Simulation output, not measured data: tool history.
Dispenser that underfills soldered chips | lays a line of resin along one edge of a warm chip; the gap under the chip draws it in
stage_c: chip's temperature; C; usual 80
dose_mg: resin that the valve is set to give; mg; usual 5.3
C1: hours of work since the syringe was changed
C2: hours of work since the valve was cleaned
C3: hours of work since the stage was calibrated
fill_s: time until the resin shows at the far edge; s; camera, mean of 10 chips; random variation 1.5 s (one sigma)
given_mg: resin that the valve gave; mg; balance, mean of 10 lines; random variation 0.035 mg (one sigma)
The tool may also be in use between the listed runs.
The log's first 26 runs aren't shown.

{"day": 9.258, "done": "new syringe of resin"}
{"run": 27, "day": 9.258, "stage_c": 89, "dose_mg": 4.69, "C1": 0, "C2": 79, "C3": 278, "fill_s": 113.4, "given_mg": 4.38}
{"run": 28, "day": 9.504, "stage_c": 85, "dose_mg": 5.3, "C1": 4, "C2": 83, "C3": 282, "fill_s": 165.5, "given_mg": 4.87}
{"day": 9.712, "done": "new syringe of resin"}
{"run": 29, "day": 9.75, "stage_c": 85, "dose_mg": 5.66, "C1": 1, "C2": 88, "C3": 287, "fill_s": 128.5, "given_mg": 5.19}
{"run": 30, "day": 10.1, "stage_c": 84, "dose_mg": 6.35, "C1": 7, "C2": 94, "C3": 293, "fill_s": 203.3, "given_mg": 5.82}
{"day": 10.179, "done": "new syringe of resin"}
{"run": 31, "day": 10.338, "stage_c": 92, "dose_mg": 5.35, "C1": 3, "C2": 98, "C3": 297, "fill_s": 123.4, "given_mg": 4.9}
{"day": 10.638, "done": "new syringe of resin"}
{"run": 32, "day": 10.638, "stage_c": 86, "dose_mg": 5.26, "C1": 0, "C2": 103, "C3": 302, "fill_s": 118.6, "given_mg": 4.73}
{"day": 11.096, "done": "new syringe of resin"}
{"run": 33, "day": 11.138, "stage_c": 71, "dose_mg": 4.93, "C1": 1, "C2": 112, "C3": 311, "fill_s": 207.9, "given_mg": 4.45}
{"run": 34, "day": 11.483, "stage_c": 94, "dose_mg": 6.28, "C1": 7, "C2": 118, "C3": 317, "fill_s": 151.4, "given_mg": 5.58}
{"day": 11.554, "done": "new syringe of resin"}
{"run": 35, "day": 11.95, "stage_c": 79, "dose_mg": 6.48, "C1": 7, "C2": 126, "C3": 325, "fill_s": 231.8, "given_mg": 5.82}
{"day": 12.021, "done": "new syringe of resin"}
{"run": 36, "day": 12.412, "stage_c": 94, "dose_mg": 6.09, "C1": 7, "C2": 134, "C3": 333, "fill_s": 149.3, "given_mg": 5.34}

3 ways to go on from here, each from the tool as it stands after run 36. What would each give?
{"day": 12.479, "done": "new syringe of resin"}
{"run": "A", "day": 12.742, "stage_c": 75, "dose_mg": 4.88, "C1": 5, "C2": 140, "C3": 339, "fill_s": "?", "given_mg": "?"}
{"day": 12.479, "done": "new syringe of resin"}
{"run": "B", "day": 12.742, "stage_c": 95, "dose_mg": 4.6, "C1": 5, "C2": 140, "C3": 339, "fill_s": "?", "given_mg": "?"}
{"day": 12.479, "done": "new syringe of resin"}
{"run": "C", "day": 12.742, "stage_c": 89, "dose_mg": 5.3, "C1": 5, "C2": 140, "C3": 339, "fill_s": "?", "given_mg": "?"}

run=A fill_s=240.1 given_mg=4.25
run=B fill_s=136.8 given_mg=4.03
run=C fill_s=153.3 given_mg=4.61
Without the tool's hidden state the same runs would have given:
run=A fill_s=174.9 given_mg=4.85
run=B fill_s=97.9 given_mg=4.59
run=C fill_s=112.8 given_mg=5.25

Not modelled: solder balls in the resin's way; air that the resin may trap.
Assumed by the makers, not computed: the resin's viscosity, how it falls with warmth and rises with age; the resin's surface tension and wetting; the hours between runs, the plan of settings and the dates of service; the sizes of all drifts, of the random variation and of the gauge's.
